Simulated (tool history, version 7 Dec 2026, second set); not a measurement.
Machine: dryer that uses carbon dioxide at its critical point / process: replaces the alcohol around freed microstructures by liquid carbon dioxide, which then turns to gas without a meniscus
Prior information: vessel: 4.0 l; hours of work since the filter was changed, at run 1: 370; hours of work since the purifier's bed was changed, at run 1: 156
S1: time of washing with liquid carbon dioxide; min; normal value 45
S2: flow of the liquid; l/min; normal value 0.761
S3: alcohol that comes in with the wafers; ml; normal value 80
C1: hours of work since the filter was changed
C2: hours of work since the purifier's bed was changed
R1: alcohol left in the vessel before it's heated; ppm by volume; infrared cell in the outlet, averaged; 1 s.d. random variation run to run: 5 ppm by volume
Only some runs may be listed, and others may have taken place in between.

Run 1, hour 0: usual settings; C1 370; C2 156. Result: R1 41 ppm by volume.
Run 2, hour 57.8: usual settings; C1 406; C2 192. Result: R1 46 ppm by volume.
Run 3, hour 94.3: usual settings; C1 429; C2 215. Result: R1 63 ppm by volume.
Run 4, hour 132.5: usual settings but S3 44 ml; C1 453; C2 238. Result: R1 58 ppm by volume.
Run 5, hour 190.9: usual settings but S3 69 ml; C1 489; C2 275. Result: R1 63 ppm by volume.
Run 6, hour 254.7: usual settings but S3 69 ml; C1 529; C2 315. Result: R1 74 ppm by volume.
At hour 274.7: inlet filter changed.
Run 7, hour 284.9: usual settings but S3 51 ml; C1 6; C2 333. Result: R1 78 ppm by volume.
Run 8, hour 339.7: usual settings but S3 26 ml; C1 41; C2 368. Result: R1 74 ppm by volume.
Run 9, hour 388.4: usual settings but S3 26 ml; C1 71; C2 398. Result: R1 64 ppm by volume.
Run 10, hour 441.2: usual settings but S3 26 ml; C1 104; C2 431. Result: R1 88 ppm by volume.
Run 11, hour 486.4: usual settings but S3 26 ml; C1 132; C2 459. Result: R1 84 ppm by volume.
Run 12, hour 520.6: usual settings but S2 1.105 l/min, S3 26 ml; C1 154; C2 481. Result: R1 90 ppm by volume.
Run 13, hour 585: usual settings but S1 47 min, S3 57 ml; C1 194; C2 521. Result: R1 99 ppm by volume.
Run 14, hour 634.4: usual settings but S1 30 min, S2 0.916 l/min, S3 32 ml; C1 225; C2 552. Result: R1 108 ppm by volume.
Run 15, hour 685.1: usual settings but S1 55 min, S2 0.916 l/min, S3 30 ml; C1 257; C2 584. Result: R1 102 ppm by volume.
Run 16, hour 729.8: usual settings but S1 38 min, S2 0.715 l/min, S3 30 ml; C1 285; C2 612. Result: R1 126 ppm by volume.
Run 17, hour 778.5: usual settings but S1 38 min, S2 0.715 l/min, S3 30 ml; C1 315; C2 642. Result: R1 131 ppm by volume.
Run 18, hour 839.4: usual settings but S2 1.093 l/min, S3 28 ml; C1 353; C2 680. Result: R1 116 ppm by volume.
Run 19, hour 906.8: usual settings but S2 1.093 l/min, S3 28 ml; C1 395; C2 722. Result: R1 121 ppm by volume.
Run 20, hour 950.2: usual settings but S2 0.914 l/min, S3 30 ml; C1 423; C2 749. Result: R1 141 ppm by volume.
Run 21, hour 1015.8: usual settings but S2 1.107 l/min; C1 464; C2 790. Result: R1 128 ppm by volume.

Consider 3 possible next runs. They are alternatives, not a sequence: every one starts from the tool as it was left by run 21. What does each give?
Run A, hour 1048: usual settings but S2 1.107 l/min, S3 52 ml; C1 484; C2 811. Result: R1 ?.
Run B, hour 1048: usual settings but S1 60 min; C1 484; C2 811. Result: R1 ?.
Run C, hour 1048: usual settings but S1 65 min, S3 90 ml; C1 484; C2 811. Result: R1 ?.

run   R1
  A  138
  B  139
  C  130
The same runs, with their run-to-run variation unchanged, on a tool lacking any hidden condition would have given:
run  R1
  A  10
  B   4
  C   2

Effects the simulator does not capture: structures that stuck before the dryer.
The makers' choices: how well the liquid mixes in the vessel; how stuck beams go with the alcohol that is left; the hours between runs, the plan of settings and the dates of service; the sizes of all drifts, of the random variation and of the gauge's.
